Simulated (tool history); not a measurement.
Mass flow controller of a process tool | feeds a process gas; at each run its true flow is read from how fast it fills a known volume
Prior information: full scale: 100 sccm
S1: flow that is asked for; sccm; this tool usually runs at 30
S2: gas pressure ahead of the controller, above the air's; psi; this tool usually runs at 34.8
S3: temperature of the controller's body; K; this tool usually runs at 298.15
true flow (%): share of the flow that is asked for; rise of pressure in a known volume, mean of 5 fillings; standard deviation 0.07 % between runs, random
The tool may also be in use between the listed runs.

run 1 hour=0 | S1=30 S2=34.8 S3=298.15 | true_flow_(%)=98.73
run 2 hour=62.6 | S1=30 S2=34.8 S3=296.15 | true_flow_(%)=98.81
run 3 hour=123.2 | S1=30 S2=34.8 S3=296.15 | true_flow_(%)=98.69
run 4 hour=178.8 | S1=30 S2=34.8 S3=296.15 | true_flow_(%)=98.72
run 5 hour=270.7 | S1=39 S2=34.8 S3=296.15 | true_flow_(%)=98.79
run 6 hour=310.4 | S1=39 S2=34.8 S3=296.15 | true_flow_(%)=98.68
run 7 hour=355.4 | S1=39 S2=34.8 S3=296.15 | true_flow_(%)=98.82
run 8 hour=394.9 | S1=39 S2=34.8 S3=296.15 | true_flow_(%)=98.72
run 9 hour=464.4 | S1=39 S2=32.3 S3=296.15 | true_flow_(%)=98.6
run 10 hour=539 | S1=39 S2=27.7 S3=302.15 | true_flow_(%)=98.01
run 11 hour=612.4 | S1=30 S2=34.8 S3=309.15 | true_flow_(%)=97.05
run 12 hour=655.2 | S1=13 S2=34.8 S3=297.15 | true_flow_(%)=97.94
run 13 hour=720.2 | S1=13 S2=34.8 S3=297.15 | true_flow_(%)=97.81
run 14 hour=797.9 | S1=30 S2=34.8 S3=305.15 | true_flow_(%)=97.27
run 15 hour=852.6 | S1=30 S2=34.8 S3=305.15 | true_flow_(%)=97.18
run 16 hour=940.5 | S1=30 S2=24.8 S3=294.15 | true_flow_(%)=98.28

4 ways to go on from here, each from the tool as it stands after run 16. What would each give?
run A hour=1012.7 | S1=30 S2=39.9 S3=294.15 | true_flow_(%)=?
run B hour=1012.7 | S1=30 S2=24.8 S3=310.15 | true_flow_(%)=?
run C hour=1012.7 | S1=48 S2=25.5 S3=307.15 | true_flow_(%)=?
run D hour=1012.7 | S1=69 S2=34.8 S3=298.15 | true_flow_(%)=?

run=A true_flow_(%)=97.84
run=B true_flow_(%)=96.78
run=C true_flow_(%)=97.47
run=D true_flow_(%)=98.17
What these runs would have given with no unlogged condition in the tool:
run=A true_flow_(%)=98.92
run=B true_flow_(%)=97.85
run=C true_flow_(%)=98.55
run=D true_flow_(%)=99.26
